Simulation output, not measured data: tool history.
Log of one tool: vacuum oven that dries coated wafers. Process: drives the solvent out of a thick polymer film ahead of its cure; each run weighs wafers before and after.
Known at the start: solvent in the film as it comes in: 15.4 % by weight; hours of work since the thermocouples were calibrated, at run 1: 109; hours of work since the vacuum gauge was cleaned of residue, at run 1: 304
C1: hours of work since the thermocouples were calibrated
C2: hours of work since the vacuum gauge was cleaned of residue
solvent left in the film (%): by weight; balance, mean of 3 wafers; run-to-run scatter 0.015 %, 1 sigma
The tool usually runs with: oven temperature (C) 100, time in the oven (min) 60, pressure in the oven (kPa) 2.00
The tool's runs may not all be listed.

run 1 hour=0.0 | oven_temperature_(C)=100 time_in_the_oven_(min)=60 pressure_in_the_oven_(kPa)=2.00 | C1=109 C2=304 | solvent_left_in_the_film_(%)=3.11
run 2 hour=40.8 | oven_temperature_(C)=100 time_in_the_oven_(min)=60 pressure_in_the_oven_(kPa)=2.00 | C1=127 C2=322 | solvent_left_in_the_film_(%)=3.10
run 3 hour=95.2 | oven_temperature_(C)=100 time_in_the_oven_(min)=87 pressure_in_the_oven_(kPa)=2.00 | C1=151 C2=346 | solvent_left_in_the_film_(%)=1.93
run 4 hour=150.0 | oven_temperature_(C)=100 time_in_the_oven_(min)=60 pressure_in_the_oven_(kPa)=1.98 | C1=175 C2=370 | solvent_left_in_the_film_(%)=3.09
run 5 hour=199.1 | oven_temperature_(C)=100 time_in_the_oven_(min)=60 pressure_in_the_oven_(kPa)=5.45 | C1=196 C2=391 | solvent_left_in_the_film_(%)=4.44
run 6 hour=229.3 | oven_temperature_(C)=100 time_in_the_oven_(min)=60 pressure_in_the_oven_(kPa)=2.00 | C1=209 C2=405 | solvent_left_in_the_film_(%)=3.05
run 7 hour=256.7 | oven_temperature_(C)=100 time_in_the_oven_(min)=60 pressure_in_the_oven_(kPa)=2.00 | C1=221 C2=416 | solvent_left_in_the_film_(%)=3.03
run 8 hour=294.2 | oven_temperature_(C)=100 time_in_the_oven_(min)=60 pressure_in_the_oven_(kPa)=2.00 | C1=238 C2=433 | solvent_left_in_the_film_(%)=3.07
run 9 hour=334.2 | oven_temperature_(C)=100 time_in_the_oven_(min)=60 pressure_in_the_oven_(kPa)=2.00 | C1=255 C2=450 | solvent_left_in_the_film_(%)=3.07
run 10 hour=362.6 | oven_temperature_(C)=100 time_in_the_oven_(min)=60 pressure_in_the_oven_(kPa)=2.00 | C1=267 C2=463 | solvent_left_in_the_film_(%)=3.07
run 11 hour=413.6 | oven_temperature_(C)=100 time_in_the_oven_(min)=60 pressure_in_the_oven_(kPa)=2.00 | C1=290 C2=485 | solvent_left_in_the_film_(%)=3.06
run 12 hour=436.6 | oven_temperature_(C)=100 time_in_the_oven_(min)=60 pressure_in_the_oven_(kPa)=4.03 | C1=300 C2=495 | solvent_left_in_the_film_(%)=3.86
run 13 hour=489.8 | oven_temperature_(C)=90 time_in_the_oven_(min)=94 pressure_in_the_oven_(kPa)=2.62 | C1=323 C2=518 | solvent_left_in_the_film_(%)=4.29
run 14 hour=526.0 | oven_temperature_(C)=90 time_in_the_oven_(min)=65 pressure_in_the_oven_(kPa)=2.21 | C1=339 C2=534 | solvent_left_in_the_film_(%)=5.56
run 15 hour=570.7 | oven_temperature_(C)=90 time_in_the_oven_(min)=65 pressure_in_the_oven_(kPa)=3.56 | C1=358 C2=554 | solvent_left_in_the_film_(%)=6.22
run 16 hour=598.5 | oven_temperature_(C)=112 time_in_the_oven_(min)=56 pressure_in_the_oven_(kPa)=1.35 | C1=370 C2=566 | solvent_left_in_the_film_(%)=0.94
run 17 hour=646.2 | oven_temperature_(C)=100 time_in_the_oven_(min)=60 pressure_in_the_oven_(kPa)=3.85 | C1=391 C2=586 | solvent_left_in_the_film_(%)=3.76
run 18 hour=680.6 | oven_temperature_(C)=100 time_in_the_oven_(min)=60 pressure_in_the_oven_(kPa)=3.85 | C1=406 C2=602 | solvent_left_in_the_film_(%)=3.78
run 19 hour=704.7 | oven_temperature_(C)=100 time_in_the_oven_(min)=60 pressure_in_the_oven_(kPa)=1.42 | C1=417 C2=612 | solvent_left_in_the_film_(%)=2.82
run 20 hour=730.7 | oven_temperature_(C)=103 time_in_the_oven_(min)=60 pressure_in_the_oven_(kPa)=6.80 | C1=428 C2=623 | solvent_left_in_the_film_(%)=4.16
run 21 hour=782.6 | oven_temperature_(C)=103 time_in_the_oven_(min)=60 pressure_in_the_oven_(kPa)=6.80 | C1=451 C2=646 | solvent_left_in_the_film_(%)=4.15
run 22 hour=819.8 | oven_temperature_(C)=103 time_in_the_oven_(min)=60 pressure_in_the_oven_(kPa)=1.09 | C1=467 C2=662 | solvent_left_in_the_film_(%)=2.03
run 23 hour=871.3 | oven_temperature_(C)=113 time_in_the_oven_(min)=60 pressure_in_the_oven_(kPa)=3.64 | C1=490 C2=685 | solvent_left_in_the_film_(%)=1.40

Consider 4 possible next runs. They are alternatives, not a sequence: every one starts from the tool as it was left by run 23. What does each give?
run A hour=923.6 | oven_temperature_(C)=100 time_in_the_oven_(min)=60 pressure_in_the_oven_(kPa)=4.34 | C1=512 C2=708 | solvent_left_in_the_film_(%)=?
run B hour=923.6 | oven_temperature_(C)=90 time_in_the_oven_(min)=42 pressure_in_the_oven_(kPa)=1.87 | C1=512 C2=708 | solvent_left_in_the_film_(%)=?
run C hour=923.6 | oven_temperature_(C)=106 time_in_the_oven_(min)=60 pressure_in_the_oven_(kPa)=3.64 | C1=512 C2=708 | solvent_left_in_the_film_(%)=?
run D hour=923.6 | oven_temperature_(C)=92 time_in_the_oven_(min)=35 pressure_in_the_oven_(kPa)=1.25 | C1=512 C2=708 | solvent_left_in_the_film_(%)=?

run=A solvent_left_in_the_film_(%)=3.92
run=B solvent_left_in_the_film_(%)=7.14
run=C solvent_left_in_the_film_(%)=2.38
run=D solvent_left_in_the_film_(%)=7.16
Without the tool's unlogged condition, the same runs would have read:
run=A solvent_left_in_the_film_(%)=3.92
run=B solvent_left_in_the_film_(%)=7.15
run=C solvent_left_in_the_film_(%)=2.37
run=D solvent_left_in_the_film_(%)=7.17

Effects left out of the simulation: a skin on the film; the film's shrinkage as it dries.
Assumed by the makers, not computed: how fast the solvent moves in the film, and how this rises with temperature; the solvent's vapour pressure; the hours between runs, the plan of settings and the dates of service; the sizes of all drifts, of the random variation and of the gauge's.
